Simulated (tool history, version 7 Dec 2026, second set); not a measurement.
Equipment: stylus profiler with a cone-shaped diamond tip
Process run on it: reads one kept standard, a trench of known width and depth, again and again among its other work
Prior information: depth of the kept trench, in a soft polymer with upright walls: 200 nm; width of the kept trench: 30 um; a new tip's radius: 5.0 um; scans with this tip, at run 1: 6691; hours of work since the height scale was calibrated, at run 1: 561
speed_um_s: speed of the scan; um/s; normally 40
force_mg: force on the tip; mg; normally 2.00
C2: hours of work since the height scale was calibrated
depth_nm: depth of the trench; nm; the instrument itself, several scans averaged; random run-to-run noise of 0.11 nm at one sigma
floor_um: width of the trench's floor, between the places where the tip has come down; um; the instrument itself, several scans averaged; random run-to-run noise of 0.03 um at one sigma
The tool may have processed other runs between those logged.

Run 1, hour 0.0: usual settings; scans with this tip 6691; C2 561. Result: depth_nm 200.85 nm, floor_um 26.56 um.
Run 2, hour 47.8: usual settings; scans with this tip 7012; C2 588. Result: depth_nm 200.81 nm, floor_um 26.54 um.
Run 3, hour 87.2: usual settings; scans with this tip 7277; C2 610. Result: depth_nm 200.89 nm, floor_um 26.55 um.
Run 4, hour 129.6: usual settings but speed_um_s 17 um/s; scans with this tip 7563; C2 634. Result: depth_nm 200.72 nm, floor_um 26.59 um.
Run 5, hour 163.2: usual settings but speed_um_s 17 um/s, force_mg 0.86 mg; scans with this tip 7789; C2 653. Result: depth_nm 200.21 nm, floor_um 26.59 um.
Run 6, hour 197.0: usual settings but force_mg 1.28 mg; scans with this tip 8016; C2 672. Result: depth_nm 200.40 nm, floor_um 26.53 um.
Run 7, hour 243.8: usual settings but force_mg 1.28 mg; scans with this tip 8331; C2 699. Result: depth_nm 200.55 nm, floor_um 26.44 um.
Run 8, hour 291.1: usual settings but force_mg 1.28 mg; scans with this tip 8649; C2 725. Result: depth_nm 200.36 nm, floor_um 26.45 um.
Run 9, hour 320.0: usual settings but force_mg 1.28 mg; scans with this tip 8844; C2 742. Result: depth_nm 200.29 nm, floor_um 26.41 um.
Run 10, hour 360.1: usual settings but speed_um_s 25 um/s, force_mg 1.28 mg; scans with this tip 9113; C2 764. Result: depth_nm 200.29 nm, floor_um 26.48 um.
Run 11, hour 382.5: usual settings but speed_um_s 25 um/s, force_mg 1.28 mg; scans with this tip 9264; C2 777. Result: depth_nm 200.43 nm, floor_um 26.46 um.
Run 12, hour 414.1: usual settings but speed_um_s 25 um/s, force_mg 1.28 mg; scans with this tip 9477; C2 795. Result: depth_nm 200.33 nm, floor_um 26.46 um.
Run 13, hour 436.5: usual settings but speed_um_s 18 um/s; scans with this tip 9627; C2 807. Result: depth_nm 200.58 nm, floor_um 26.47 um.
Run 14, hour 476.6: usual settings but speed_um_s 18 um/s; scans with this tip 9897; C2 830. Result: depth_nm 200.63 nm, floor_um 26.38 um.
Run 15, hour 510.3: usual settings; scans with this tip 10124; C2 849. Result: depth_nm 200.62 nm, floor_um 26.32 um.
Run 16, hour 535.6: usual settings; scans with this tip 10294; C2 863. Result: depth_nm 200.65 nm, floor_um 26.33 um.
Run 17, hour 579.2: usual settings but speed_um_s 32 um/s; scans with this tip 10587; C2 888. Result: depth_nm 200.67 nm, floor_um 26.40 um.
At hour 583.2: height scale calibrated on a step standard.
Run 18, hour 627.3: usual settings but speed_um_s 32 um/s, force_mg 1.66 mg; scans with this tip 10907; C2 25. Result: depth_nm 200.49 nm, floor_um 26.34 um.
Run 19, hour 658.5: usual settings but speed_um_s 32 um/s, force_mg 1.66 mg; scans with this tip 11118; C2 42. Result: depth_nm 200.20 nm, floor_um 26.32 um.
Run 20, hour 681.8: usual settings but speed_um_s 32 um/s, force_mg 1.66 mg; scans with this tip 11274; C2 56. Result: depth_nm 200.28 nm, floor_um 26.31 um.
Run 21, hour 719.8: usual settings but speed_um_s 32 um/s, force_mg 1.66 mg; scans with this tip 11529; C2 77. Result: depth_nm 200.09 nm, floor_um 26.26 um.
Run 22, hour 739.9: usual settings but speed_um_s 32 um/s, force_mg 1.27 mg; scans with this tip 11665; C2 88. Result: depth_nm 199.98 nm, floor_um 26.26 um.
At hour 749.1: height scale calibrated on a step standard, once more.
Run 23, hour 776.8: usual settings but speed_um_s 59 um/s, force_mg 1.27 mg; scans with this tip 11910; C2 16. Result: depth_nm 201.20 nm, floor_um 26.15 um.
Run 24, hour 815.4: usual settings but speed_um_s 59 um/s, force_mg 1.27 mg; scans with this tip 12170; C2 37. Result: depth_nm 201.03 nm, floor_um 26.16 um.
Run 25, hour 844.0: usual settings but speed_um_s 154 um/s, force_mg 2.41 mg; scans with this tip 12362; C2 54. Result: depth_nm 201.69 nm, floor_um 25.88 um.
Run 26, hour 867.8: usual settings but speed_um_s 154 um/s, force_mg 2.41 mg; scans with this tip 12522; C2 67. Result: depth_nm 201.67 nm, floor_um 25.99 um.
Run 27, hour 899.5: usual settings but speed_um_s 11 um/s, force_mg 5.90 mg; scans with this tip 12735; C2 85. Result: depth_nm 202.86 nm, floor_um 26.28 um.
Run 28, hour 922.1: usual settings but speed_um_s 121 um/s, force_mg 1.57 mg; scans with this tip 12887; C2 98. Result: depth_nm 201.25 nm, floor_um 25.93 um.
Run 29, hour 957.6: usual settings but speed_um_s 11 um/s, force_mg 0.92 mg; scans with this tip 13126; C2 118. Result: depth_nm 201.02 nm, floor_um 26.25 um.
Run 30, hour 992.4: usual settings but speed_um_s 14 um/s, force_mg 0.74 mg; scans with this tip 13360; C2 137. Result: depth_nm 200.68 nm, floor_um 26.16 um.
Run 31, hour 1025.7: usual settings but speed_um_s 147 um/s, force_mg 0.74 mg; scans with this tip 13584; C2 156. Result: depth_nm 200.59 nm, floor_um 25.53 um.
Run 32, hour 1067.3: usual settings but speed_um_s 147 um/s, force_mg 0.74 mg; scans with this tip 13864; C2 179. Result: depth_nm 200.49 nm, floor_um 25.54 um.
Run 33, hour 1087.3: usual settings but speed_um_s 18 um/s, force_mg 0.71 mg; scans with this tip 13999; C2 191. Result: depth_nm 200.54 nm, floor_um 26.20 um.
Run 34, hour 1115.8: usual settings but speed_um_s 18 um/s, force_mg 0.71 mg; scans with this tip 14190; C2 207. Result: depth_nm 200.56 nm, floor_um 26.14 um.
Run 35, hour 1155.6: usual settings but speed_um_s 18 um/s, force_mg 0.71 mg; scans with this tip 14458; C2 229. Result: depth_nm 200.40 nm, floor_um 26.17 um.
Run 36, hour 1191.8: usual settings but speed_um_s 67 um/s, force_mg 5.36 mg; scans with this tip 14702; C2 250. Result: depth_nm 202.43 nm, floor_um 26.07 um.
Run 37, hour 1230.5: usual settings but speed_um_s 67 um/s, force_mg 5.36 mg; scans with this tip 14962; C2 272. Result: depth_nm 202.43 nm, floor_um 26.09 um.
Run 38, hour 1265.4: usual settings but speed_um_s 67 um/s, force_mg 5.36 mg; scans with this tip 15197; C2 291. Result: depth_nm 202.46 nm, floor_um 26.07 um.
Run 39, hour 1288.3: usual settings but speed_um_s 67 um/s, force_mg 5.36 mg; scans with this tip 15351; C2 304. Result: depth_nm 202.48 nm, floor_um 26.03 um.
Run 40, hour 1328.1: usual settings but speed_um_s 142 um/s; scans with this tip 15619; C2 327. Result: depth_nm 201.17 nm, floor_um 25.77 um.
Run 41, hour 1353.3: usual settings but force_mg 2.41 mg; scans with this tip 15788; C2 341. Result: depth_nm 201.34 nm, floor_um 26.00 um.
Run 42, hour 1372.6: usual settings but speed_um_s 62 um/s, force_mg 2.51 mg; scans with this tip 15918; C2 352. Result: depth_nm 201.24 nm, floor_um 25.98 um.
Run 43, hour 1392.1: usual settings but speed_um_s 55 um/s, force_mg 2.95 mg; scans with this tip 16049; C2 363. Result: depth_nm 201.40 nm, floor_um 26.03 um.
Run 44, hour 1427.7: usual settings but speed_um_s 55 um/s, force_mg 2.95 mg; scans with this tip 16289; C2 383. Result: depth_nm 201.39 nm, floor_um 26.00 um.
Run 45, hour 1461.8: usual settings but speed_um_s 55 um/s, force_mg 2.95 mg; scans with this tip 16518; C2 402. Result: depth_nm 201.41 nm, floor_um 25.97 um.
Run 46, hour 1494.3: usual settings but speed_um_s 58 um/s, force_mg 2.64 mg; scans with this tip 16737; C2 420. Result: depth_nm 201.54 nm, floor_um 25.99 um.

Predict each of these 4 candidate next runs independently; none follows another, all start after run 46:
Run A, hour 1520.4: usual settings but speed_um_s 26 um/s, force_mg 1.39 mg; scans with this tip 16912; C2 435. Result: depth_nm ?, floor_um ?.
Run B, hour 1520.4: usual settings but speed_um_s 16 um/s, force_mg 2.10 mg; scans with this tip 16912; C2 435. Result: depth_nm ?, floor_um ?.
Run C, hour 1520.4: usual settings but speed_um_s 13 um/s, force_mg 0.88 mg; scans with this tip 16912; C2 435. Result: depth_nm ?, floor_um ?.
Run D, hour 1520.4: usual settings but speed_um_s 26 um/s, force_mg 2.64 mg; scans with this tip 16912; C2 435. Result: depth_nm ?, floor_um ?.

run  depth_nm  floor_um
  A    200.49     25.96
  B    201.04     25.99
  C    200.50     26.03
  D    201.47     25.97
Without the tool's unlogged condition, the same runs would have read:
run  depth_nm  floor_um
  A    200.80     27.09
  B    201.35     27.13
  C    200.81     27.17
  D    201.78     27.11

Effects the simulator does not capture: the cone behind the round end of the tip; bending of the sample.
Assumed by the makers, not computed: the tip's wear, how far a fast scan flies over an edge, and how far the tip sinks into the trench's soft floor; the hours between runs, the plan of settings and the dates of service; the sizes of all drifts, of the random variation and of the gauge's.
